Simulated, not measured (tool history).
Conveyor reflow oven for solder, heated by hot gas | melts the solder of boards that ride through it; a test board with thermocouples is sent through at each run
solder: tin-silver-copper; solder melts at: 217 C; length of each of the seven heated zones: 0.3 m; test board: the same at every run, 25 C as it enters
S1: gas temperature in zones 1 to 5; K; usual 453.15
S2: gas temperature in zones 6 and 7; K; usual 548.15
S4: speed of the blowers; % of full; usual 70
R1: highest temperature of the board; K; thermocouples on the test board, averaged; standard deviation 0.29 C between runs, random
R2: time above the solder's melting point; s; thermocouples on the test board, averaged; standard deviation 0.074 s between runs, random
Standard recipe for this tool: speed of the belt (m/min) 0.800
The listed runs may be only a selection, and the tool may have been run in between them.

Run 1, day 0.000: usual settings. Result: R1 530.85 K, R2 36.57 s.
Run 2, day 0.596: usual settings but S4 65 % of full. Result: R1 529.05 K, R2 35.90 s.
Run 3, day 1.112: usual settings but S4 65 % of full. Result: R1 528.35 K, R2 35.80 s.
Run 4, day 1.525: usual settings but S4 65 % of full. Result: R1 528.55 K, R2 35.71 s.
Run 5, day 2.108: usual settings but S4 83 % of full. Result: R1 533.95 K, R2 38.14 s.
Run 6, day 2.379: usual settings but S4 83 % of full. Result: R1 533.75 K, R2 38.04 s.
Run 7, day 2.879: usual settings but S4 83 % of full. Result: R1 533.85 K, R2 38.16 s.
At day 3.117: flux residue cleaned out of gas plates and filters.
Run 8, day 3.358: usual settings but S1 439.15 K. Result: R1 526.65 K, R2 32.08 s.
Run 9, day 3.712: usual settings but S1 439.15 K. Result: R1 526.65 K, R2 32.01 s.
Run 10, day 4.292: usual settings but S1 439.15 K. Result: R1 526.35 K, R2 32.05 s.
Run 11, day 4.571: usual settings but S2 554.15 K, speed of the belt (m/min) 0.746, S4 87 % of full. Result: R1 540.95 K, R2 43.43 s.
Run 12, day 5.075: usual settings but S1 441.15 K, S2 540.15 K, speed of the belt (m/min) 0.902, S4 63 % of full. Result: R1 513.05 K, R2 21.31 s.
Run 13, day 5.562: usual settings but S1 441.15 K, S2 540.15 K, speed of the belt (m/min) 0.902, S4 63 % of full. Result: R1 512.45 K, R2 21.30 s.
At day 5.812: flux residue cleaned out of gas plates and filters, once more.
Run 14, day 6.167: usual settings but S1 441.15 K, S2 540.15 K, speed of the belt (m/min) 0.902, S4 63 % of full. Result: R1 515.05 K, R2 22.67 s.
Run 15, day 6.712: usual settings but S2 540.15 K, speed of the belt (m/min) 0.725, S4 75 % of full. Result: R1 528.55 K, R2 40.43 s.
Run 16, day 7.025: usual settings but S2 540.15 K, speed of the belt (m/min) 0.725, S4 75 % of full. Result: R1 528.15 K, R2 40.35 s.
Run 17, day 7.371: usual settings but S2 540.15 K, speed of the belt (m/min) 0.725, S4 75 % of full. Result: R1 528.05 K, R2 40.28 s.
Run 18, day 7.621: usual settings but S2 540.15 K, speed of the belt (m/min) 0.725, S4 75 % of full. Result: R1 528.25 K, R2 40.27 s.
Run 19, day 8.175: usual settings but S1 444.15 K, S2 540.15 K, speed of the belt (m/min) 0.673, S4 52 % of full. Result: R1 521.65 K, R2 36.93 s.
Run 20, day 8.583: usual settings but S2 540.15 K, speed of the belt (m/min) 0.886. Result: R1 520.95 K, R2 28.95 s.

Each row is a separate what-if for the run after 20, all from the same tool condition, not one after another. Results?
Run A, day 9.100: usual settings but S2 553.15 K, speed of the belt (m/min) 0.886. Result: R1 ?, R2 ?.
Run B, day 9.100: usual settings but S2 543.15 K, speed of the belt (m/min) 0.886, S4 82 % of full. Result: R1 ?, R2 ?.
Run C, day 9.100: usual settings but S2 550.15 K, speed of the belt (m/min) 0.886, S4 74 % of full. Result: R1 ?, R2 ?.

run      R1     R2
  A  531.25  33.00
  B  526.75  31.75
  C  529.75  32.78
With no hidden state in the tool, these same runs would have given:
run      R1     R2
  A  531.85  33.17
  B  527.35  31.94
  C  530.25  32.95
